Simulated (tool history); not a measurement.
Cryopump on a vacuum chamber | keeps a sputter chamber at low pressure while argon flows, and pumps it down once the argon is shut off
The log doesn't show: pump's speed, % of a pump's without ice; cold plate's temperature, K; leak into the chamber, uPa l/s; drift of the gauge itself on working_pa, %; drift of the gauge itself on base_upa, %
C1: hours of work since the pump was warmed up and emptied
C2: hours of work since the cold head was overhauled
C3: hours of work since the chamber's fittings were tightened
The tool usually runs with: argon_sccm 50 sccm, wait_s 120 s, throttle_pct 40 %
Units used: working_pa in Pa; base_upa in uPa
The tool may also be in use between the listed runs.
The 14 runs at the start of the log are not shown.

Run 15, hour 182.7: usual settings but wait_s 266 s; C1 413; C2 413; C3 718. Result: working_pa 0.1805 Pa, base_upa 1.01 uPa.
Run 16, hour 197.4: usual settings but wait_s 266 s; C1 425; C2 425; C3 729. Result: working_pa 0.1824 Pa, base_upa 1.04 uPa.
Run 17, hour 206.8: usual settings but wait_s 266 s; C1 432; C2 432; C3 737. Result: working_pa 0.1815 Pa, base_upa 1.06 uPa.
Run 18, hour 217.5: usual settings but wait_s 44 s, throttle_pct 43 %; C1 441; C2 441; C3 746. Result: working_pa 0.1695 Pa, base_upa 1.52 uPa.
Run 19, hour 232.1: usual settings but wait_s 91 s, throttle_pct 43 %; C1 452; C2 452; C3 757. Result: working_pa 0.1699 Pa, base_upa 1.25 uPa.
Run 20, hour 240.9: usual settings but throttle_pct 42 %; C1 459; C2 459; C3 764. Result: working_pa 0.1743 Pa, base_upa 1.20 uPa.
Run 21, hour 259.0: usual settings but argon_sccm 59 sccm, wait_s 231 s; C1 474; C2 474; C3 779. Result: working_pa 0.2153 Pa, base_upa 1.10 uPa.
Run 22, hour 273.1: usual settings but argon_sccm 59 sccm, wait_s 231 s; C1 485; C2 485; C3 790. Result: working_pa 0.2148 Pa, base_upa 1.08 uPa.
Run 23, hour 291.4: usual settings but argon_sccm 99 sccm, wait_s 125 s, throttle_pct 34 %; C1 500; C2 500; C3 805. Result: working_pa 0.4250 Pa, base_upa 1.22 uPa.
Run 24, hour 305.9: usual settings but argon_sccm 49 sccm, wait_s 180 s, throttle_pct 21 %; C1 512; C2 512; C3 816. Result: working_pa 0.3349 Pa, base_upa 1.18 uPa.
Run 25, hour 317.8: usual settings but argon_sccm 49 sccm, wait_s 180 s, throttle_pct 21 %; C1 521; C2 521; C3 826. Result: working_pa 0.3353 Pa, base_upa 1.16 uPa.
Run 26, hour 334.7: usual settings but argon_sccm 49 sccm, wait_s 194 s, throttle_pct 35 %; C1 535; C2 535; C3 840. Result: working_pa 0.2050 Pa, base_upa 1.18 uPa.
Run 27, hour 344.8: usual settings but wait_s 287 s, throttle_pct 22 %; C1 543; C2 543; C3 848. Result: working_pa 0.3240 Pa, base_upa 1.18 uPa.
Run 28, hour 360.4: usual settings but wait_s 287 s, throttle_pct 22 %; C1 555; C2 555; C3 860. Result: working_pa 0.3265 Pa, base_upa 1.15 uPa.
Run 29, hour 370.6: usual settings but argon_sccm 49 sccm, wait_s 147 s, throttle_pct 21 %; C1 564; C2 564; C3 868. Result: working_pa 0.3348 Pa, base_upa 1.29 uPa.
Run 30, hour 387.4: usual settings but argon_sccm 49 sccm, wait_s 147 s, throttle_pct 21 %; C1 577; C2 577; C3 882. Result: working_pa 0.3337 Pa, base_upa 1.23 uPa.
Run 31, hour 404.5: usual settings but argon_sccm 49 sccm, wait_s 147 s, throttle_pct 21 %; C1 591; C2 591; C3 896. Result: working_pa 0.3351 Pa, base_upa 1.27 uPa.
Run 32, hour 422.8: usual settings but argon_sccm 56 sccm, wait_s 98 s, throttle_pct 47 %; C1 606; C2 606; C3 910. Result: working_pa 0.1791 Pa, base_upa 1.35 uPa.
Run 33, hour 435.8: usual settings but argon_sccm 56 sccm, wait_s 98 s, throttle_pct 47 %; C1 616; C2 616; C3 921. Result: working_pa 0.1791 Pa, base_upa 1.47 uPa.

Consider 3 possible next runs. They are alternatives, not a sequence: every one starts from the tool as it was left by run 33. What does each give?
Run A, hour 452.9: usual settings but argon_sccm 75 sccm; C1 630; C2 630; C3 935. Result: working_pa ?, base_upa ?.
Run B, hour 452.9: usual settings but argon_sccm 53 sccm, wait_s 88 s; C1 630; C2 630; C3 935. Result: working_pa ?, base_upa ?.
Run C, hour 452.9: usual settings but throttle_pct 15 %; C1 630; C2 630; C3 935. Result: working_pa ?, base_upa ?.

run  working_pa  base_upa
  A      0.2804      1.35
  B      0.1990      1.47
  C      0.4740      1.32
With the hidden condition removed and each run's random variation left untouched, the same runs would have given:
run  working_pa  base_upa
  A      0.2591      0.43
  B      0.1839      0.54
  C      0.4599      0.44
